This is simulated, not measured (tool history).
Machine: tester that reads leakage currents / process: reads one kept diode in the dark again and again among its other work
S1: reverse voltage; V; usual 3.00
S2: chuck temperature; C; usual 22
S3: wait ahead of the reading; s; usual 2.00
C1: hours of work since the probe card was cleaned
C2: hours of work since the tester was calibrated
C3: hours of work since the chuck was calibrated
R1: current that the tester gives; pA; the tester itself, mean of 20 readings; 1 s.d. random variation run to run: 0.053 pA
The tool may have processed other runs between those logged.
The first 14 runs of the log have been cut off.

Run 15, hour 1546.1: usual settings but S1 1.45 V, S2 27 C; C1 1298; C2 846; C3 1754. Result: R1 6.24 pA.
Run 16, hour 1616.6: usual settings but S1 1.45 V, S2 27 C; C1 1335; C2 883; C3 1791. Result: R1 6.39 pA.
Run 17, hour 1696.2: usual settings but S1 1.45 V, S2 27 C; C1 1377; C2 925; C3 1833. Result: R1 6.32 pA.
Run 18, hour 1846.5: usual settings; C1 1457; C2 1004; C3 1912. Result: R1 6.07 pA.
Run 19, hour 1921.3: usual settings but S2 28 C; C1 1496; C2 1044; C3 1952. Result: R1 9.88 pA.
Run 20, hour 2028.0: usual settings but S2 28 C; C1 1552; C2 1100; C3 2008. Result: R1 9.77 pA.
Run 21, hour 2117.2: usual settings but S1 5.84 V, S3 6.41 s; C1 1599; C2 1147; C3 2055. Result: R1 8.06 pA.
Run 22, hour 2259.2: usual settings but S1 7.52 V, S3 1.17 s; C1 1674; C2 1222; C3 2130. Result: R1 10.68 pA.
Run 23, hour 2347.3: usual settings but S1 7.52 V, S3 1.17 s; C1 1721; C2 1268; C3 2176. Result: R1 10.73 pA.
Run 24, hour 2465.7: usual settings but S1 4.73 V, S3 1.17 s; C1 1783; C2 1331; C3 2239. Result: R1 8.16 pA.
Run 25, hour 2586.7: usual settings but S1 4.73 V, S3 1.17 s; C1 1847; C2 1395; C3 2303. Result: R1 8.19 pA.
Run 26, hour 2659.7: usual settings but S1 4.73 V, S3 1.17 s; C1 1886; C2 1433; C3 2341. Result: R1 8.27 pA.
Run 27, hour 2762.6: usual settings but S1 3.04 V, S2 52 C, S3 2.55 s; C1 1940; C2 1488; C3 2395. Result: R1 61.31 pA.
At hour 2886.5: chuck's temperature calibrated.
Run 28, hour 2908.1: usual settings but S1 16.92 V; C1 2016; C2 1563; C3 11. Result: R1 15.58 pA.
Run 29, hour 3037.3: usual settings but S1 16.92 V; C1 2084; C2 1631; C3 80. Result: R1 15.41 pA.
Run 30, hour 3190.3: usual settings but S1 1.06 V; C1 2164; C2 1712; C3 160. Result: R1 3.61 pA.
Run 31, hour 3332.2: usual settings but S1 6.47 V, S2 21 C, S3 2.27 s; C1 2239; C2 1787; C3 235. Result: R1 8.28 pA.
Run 32, hour 3407.1: usual settings but S1 12.06 V, S2 32 C, S3 0.55 s; C1 2279; C2 1826; C3 275. Result: R1 31.73 pA.
Run 33, hour 3503.0: usual settings but S2 31 C; C1 2329; C2 1877; C3 325. Result: R1 12.62 pA.
Run 34, hour 3660.3: usual settings but S2 31 C; C1 2412; C2 1960; C3 408. Result: R1 12.49 pA.
Run 35, hour 3777.9: usual settings but S2 31 C; C1 2474; C2 2022; C3 470. Result: R1 12.43 pA.

Run 36, settings as shown, results not yet in. Your forecast:
Run 36, hour 3921.0: usual settings but S1 12.68 V, S2 47 C, S3 6.48 s; C1 2550; C2 2098; C3 546. Result: R1 ?.

Run 36 measured R1 84.21 pA.
On a tool with no hidden condition, and with the same random variation, this run would have come out at R1 84.18 pA.
